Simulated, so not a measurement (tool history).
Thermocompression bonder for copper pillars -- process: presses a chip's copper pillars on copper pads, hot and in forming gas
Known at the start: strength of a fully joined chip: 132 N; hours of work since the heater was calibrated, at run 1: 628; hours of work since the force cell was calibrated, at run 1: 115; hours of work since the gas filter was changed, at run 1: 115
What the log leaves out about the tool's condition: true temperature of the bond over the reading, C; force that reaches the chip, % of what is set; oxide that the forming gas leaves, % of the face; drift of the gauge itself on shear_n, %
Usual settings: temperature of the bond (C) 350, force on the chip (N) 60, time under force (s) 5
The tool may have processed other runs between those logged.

run	hour	temperature of the bond (C)	force on the chip (N)	time under force (s)	hours of work since the heater was calibrated	hours of work since the force cell was calibrated	hours of work since the gas filter was changed	force that shears a chip off (N)
1	0.0	350	60	5	628	115	115	88.3
2	14.3	350	46	5	638	125	125	74.5
3	33.7	350	60	5	651	137	137	88.2
4	50.9	350	39	5	662	149	149	67.5
5	66.6	350	60	5	673	159	159	87.1
6	74.8	350	76	5	678	165	165	99.3
7	94.8	350	60	5	691	178	178	88.3
8	109.7	350	60	5	701	188	188	87.6
9	128.4	350	57	5	713	200	200	84.5
10	147.4	350	60	5	726	213	213	87.5
11	163.9	350	60	5	737	224	224	86.9
12	179.2	350	60	5	747	234	234	87.4
13	195.3	350	60	5	758	244	244	87.3
14	214.2	350	60	5	770	257	257	85.8
15	224.7	334	38	12	777	264	264	75.0
16	239.7	350	53	3	787	274	274	69.4
17	251.3	330	54	3	795	281	281	57.8
18	259.6	330	54	3	800	287	287	57.3
# hour 266.0: heater calibrated with a thermocouple chip
19	278.5	330	54	3	8	298	298	57.0
20	289.0	350	37	3	15	305	305	53.3
21	298.9	350	37	3	22	312	312	54.1
22	307.1	350	37	3	27	317	317	53.8
23	321.9	350	37	3	37	327	327	54.4
24	330.4	350	37	4	43	332	332	59.1
25	349.5	345	52	13	55	345	345	98.8
26	369.0	350	51	4	68	358	358	74.4
27	385.1	350	51	4	79	369	369	73.5

For each entry between runs, how does the tool's hidden state at the last listed run before it compare with that at the first listed run after it?
In the gap between runs 18 and 19: heater calibrated with a thermocouple chip (hour 266.0)
  true temperature of the bond over the reading, C: 0.5 -> 0; oxide that the forming gas leaves, % of the face: 0.59 -> 0.6

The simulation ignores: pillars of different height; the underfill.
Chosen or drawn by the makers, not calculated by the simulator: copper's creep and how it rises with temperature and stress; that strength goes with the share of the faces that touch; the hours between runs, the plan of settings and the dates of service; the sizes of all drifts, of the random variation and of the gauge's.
